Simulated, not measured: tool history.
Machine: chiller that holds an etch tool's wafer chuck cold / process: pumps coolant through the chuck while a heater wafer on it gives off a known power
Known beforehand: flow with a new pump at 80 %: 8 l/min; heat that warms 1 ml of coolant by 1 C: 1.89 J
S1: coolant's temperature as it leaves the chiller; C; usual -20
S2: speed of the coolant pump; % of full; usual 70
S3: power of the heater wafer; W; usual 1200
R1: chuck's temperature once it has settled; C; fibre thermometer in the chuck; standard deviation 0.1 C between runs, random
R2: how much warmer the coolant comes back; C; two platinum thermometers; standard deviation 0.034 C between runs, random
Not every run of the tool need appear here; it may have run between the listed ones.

{"run": 1, "hour": 0.0, "S1": -20, "S2": 70, "S3": 1200, "R1": -2.4, "R2": 5.44}
{"run": 2, "hour": 77.3, "S1": -20, "S2": 70, "S3": 1200, "R1": -2.2, "R2": 5.43}
{"run": 3, "hour": 168.0, "S1": -20, "S2": 70, "S3": 1200, "R1": -2.3, "R2": 5.47}
{"run": 4, "hour": 261.4, "S1": -12, "S2": 70, "S3": 1200, "R1": 5.6, "R2": 5.39}
{"run": 5, "hour": 352.9, "S1": -12, "S2": 70, "S3": 1200, "R1": 5.9, "R2": 5.48}
{"run": 6, "hour": 420.7, "S1": -20, "S2": 70, "S3": 1200, "R1": -2.1, "R2": 5.52}
{"run": 7, "hour": 486.3, "S1": -20, "S2": 70, "S3": 870, "R1": -7.2, "R2": 3.94}
{"run": 8, "hour": 539.3, "S1": -20, "S2": 70, "S3": 870, "R1": -7.0, "R2": 4.06}
{"run": 9, "hour": 588.5, "S1": -20, "S2": 70, "S3": 870, "R1": -7.0, "R2": 3.94}
{"run": 10, "hour": 634.6, "S1": -20, "S2": 70, "S3": 870, "R1": -7.2, "R2": 4.03}
{"run": 11, "hour": 713.0, "S1": -20, "S2": 70, "S3": 870, "R1": -7.0, "R2": 3.99}
{"run": 12, "hour": 771.0, "S1": -20, "S2": 70, "S3": 870, "R1": -7.3, "R2": 4.02}
{"run": 13, "hour": 835.7, "S1": -20, "S2": 70, "S3": 870, "R1": -7.2, "R2": 3.97}
{"hour": 887.4, "done": "chiller's thermometer calibrated"}
{"run": 14, "hour": 922.3, "S1": -20, "S2": 70, "S3": 870, "R1": -6.4, "R2": 3.97}
{"run": 15, "hour": 1014.0, "S1": -13, "S2": 85, "S3": 1200, "R1": 2.9, "R2": 4.6}
{"run": 16, "hour": 1099.9, "S1": -18, "S2": 64, "S3": 1671, "R1": 9.9, "R2": 8.36}
{"run": 17, "hour": 1170.8, "S1": -18, "S2": 64, "S3": 1671, "R1": 9.9, "R2": 8.42}
{"run": 18, "hour": 1218.0, "S1": -14, "S2": 74, "S3": 636, "R1": -4.7, "R2": 2.78}
{"run": 19, "hour": 1258.8, "S1": -11, "S2": 61, "S3": 682, "R1": 0.9, "R2": 3.54}
{"run": 20, "hour": 1299.1, "S1": -11, "S2": 61, "S3": 682, "R1": 0.7, "R2": 3.59}
{"run": 21, "hour": 1349.7, "S1": -11, "S2": 61, "S3": 682, "R1": 0.9, "R2": 3.52}
{"run": 22, "hour": 1427.7, "S1": -11, "S2": 61, "S3": 682, "R1": 0.8, "R2": 3.63}
{"run": 23, "hour": 1467.5, "S1": -11, "S2": 77, "S3": 808, "R1": 0.6, "R2": 3.41}
{"run": 24, "hour": 1548.1, "S1": -28, "S2": 98, "S3": 703, "R1": -19.6, "R2": 2.37}
{"run": 25, "hour": 1594.6, "S1": -28, "S2": 98, "S3": 703, "R1": -19.6, "R2": 2.33}
{"run": 26, "hour": 1644.1, "S1": -22, "S2": 84, "S3": 1425, "R1": -3.0, "R2": 5.54}
{"run": 27, "hour": 1709.2, "S1": -22, "S2": 79, "S3": 1090, "R1": -6.6, "R2": 4.44}

Below, each run's measurement less what the same run would have read without the hidden state. Both values contain the same run-to-run variation, but the gauge's scatter may not be the same in both:
Hidden state at play: heat passed by the chuck's channels, % of clean ones'; flow at a given pump speed, % of a new pump's; coolant's true temperature over the reading, C; drift of the gauge itself on chuck_c, C; drift of the gauge itself on warmer_back_c, C.
run=1 R1=+1.0 R2=+0.01
run=2 R1=+1.1 R2=+0.02
run=3 R1=+1.0 R2=+0.02
run=4 R1=+1.1 R2=+0.02
run=5 R1=+1.1 R2=+0.03
run=6 R1=+1.2 R2=+0.03
run=7 R1=+0.7 R2=+0.03
run=8 R1=+0.7 R2=+0.02
run=9 R1=+0.8 R2=+0.02
run=10 R1=+0.7 R2=+0.02
run=11 R1=+0.8 R2=+0.03
run=12 R1=+0.8 R2=+0.03
run=13 R1=+0.7 R2=+0.03
run=14 R1=+1.3 R2=+0.03
run=15 R1=+1.6 R2=+0.05
run=16 R1=+2.8 R2=+0.09
run=17 R1=+2.8 R2=+0.10
run=18 R1=+0.9 R2=+0.03
run=19 R1=+1.1 R2=+0.04
run=20 R1=+1.1 R2=+0.04
run=21 R1=+1.2 R2=+0.05
run=22 R1=+1.2 R2=+0.04
run=23 R1=+1.2 R2=+0.04
run=24 R1=+0.9 R2=+0.03
run=25 R1=+0.8 R2=+0.03
run=26 R1=+2.1 R2=+0.08
run=27 R1=+1.7 R2=+0.06
